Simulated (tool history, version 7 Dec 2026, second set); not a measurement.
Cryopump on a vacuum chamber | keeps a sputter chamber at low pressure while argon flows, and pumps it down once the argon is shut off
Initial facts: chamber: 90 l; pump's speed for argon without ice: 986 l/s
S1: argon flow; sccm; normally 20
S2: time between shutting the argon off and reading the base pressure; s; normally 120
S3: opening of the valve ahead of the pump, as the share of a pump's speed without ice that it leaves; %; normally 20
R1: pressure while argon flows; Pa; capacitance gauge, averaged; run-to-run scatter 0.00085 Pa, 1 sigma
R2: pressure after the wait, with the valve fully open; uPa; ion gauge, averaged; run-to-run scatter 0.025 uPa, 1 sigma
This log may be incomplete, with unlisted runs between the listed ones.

run     day  S1   S2  S3      R1    R2
  1       0  20  120  20  0.1909  1.36
  2   0.812  20  120  20  0.1917  1.36
  3   1.842  20  120  30  0.1337   1.3
      2.871  -- pump warmed up, emptied and cooled again
  4   3.079  20  111  20   0.171  1.23
  5     4.3  20  111  20  0.1722  1.23
  6   6.021  20  111  20  0.1725  1.23
  7   6.938  20  111  20  0.1722  1.22
  8   7.817  20  111  20  0.1721  1.21
  9   9.367  20  111  20  0.1733  1.22
 10  10.929  20  111  20  0.1738  1.21
 11  11.867  20  111  20  0.1727  1.22
 12  13.333  21  120  20  0.1829  1.16
 13  14.883  21  120  20  0.1833  1.14
 14  16.317  21  120  20  0.1815  1.23
 15   17.35  37  120  20  0.3211  1.21
 16  18.879  20   44  20  0.1747  2.34
 17  20.612  20   44  20  0.1749  2.35
 18  22.125  19   44  22   0.151  2.36
 19  23.683  20   40  17  0.2063  2.59
 20  25.371  13  104  50  0.0477  1.32
 21  27.029  13  104  50  0.0477   1.4
 22    28.2  14  129  20   0.123  1.24
 23  29.242  20   48  56   0.066  2.33
 24  30.342   9  279  20  0.0804  0.91
 25  32.079   9  279  25  0.0649   0.9
 26  33.671  31  279  25   0.224  0.94
 27  34.779   8  177  20  0.0708   1.1
 28  35.579   9  247  20  0.0808  0.99
 29  37.196   9   54  20  0.0809  2.09
 30  37.975  37   25  40  0.1716  3.92
 31  39.475  24   20  20   0.213  4.72
 32  40.392  20   22  20  0.1788   4.3
 33  41.229  20   22  20   0.178  4.25
 34  42.258  20  162  28  0.1306  1.23

Below, each run's measurement less what the same run would have read without the hidden state. Both values contain the same run-to-run variation, but the gauge's scatter may not be the same in both:
Hidden conditions of the tool in this case: pump's speed, % of a pump's without ice; cold plate's temperature, K; leak into the chamber, uPa l/s; drift of the gauge itself on working_pa, %; drift of the gauge itself on base_upa, %.
run       R1     R2
  1  +0.0186  +0.37
  2   +0.019  +0.38
  3  +0.0192  +0.38
  4  +0.0006  +0.16
  5  +0.0007  +0.16
  6   +0.001  +0.16
  7  +0.0011  +0.17
  8  +0.0013  +0.17
  9  +0.0015  +0.19
 10  +0.0019  +0.19
 11   +0.002  +0.19
 12  +0.0024   +0.2
 13  +0.0026  +0.21
 14  +0.0029  +0.23
 15  +0.0055  +0.23
 16  +0.0032  +0.24
 17  +0.0035  +0.25
 18  +0.0036  +0.26
 19  +0.0042  +0.28
 20  +0.0029  +0.28
 21  +0.0031   +0.3
 22  +0.0036   +0.3
 23  +0.0053  +0.32
 24  +0.0025  +0.31
 25  +0.0026  +0.32
 26  +0.0096  +0.34
 27  +0.0026  +0.35
 28   +0.003  +0.36
 29  +0.0031  +0.35
 30  +0.0133  +0.37
 31  +0.0089  +0.39
 32  +0.0077  +0.39
 33  +0.0079  +0.39
 34  +0.0082  +0.42

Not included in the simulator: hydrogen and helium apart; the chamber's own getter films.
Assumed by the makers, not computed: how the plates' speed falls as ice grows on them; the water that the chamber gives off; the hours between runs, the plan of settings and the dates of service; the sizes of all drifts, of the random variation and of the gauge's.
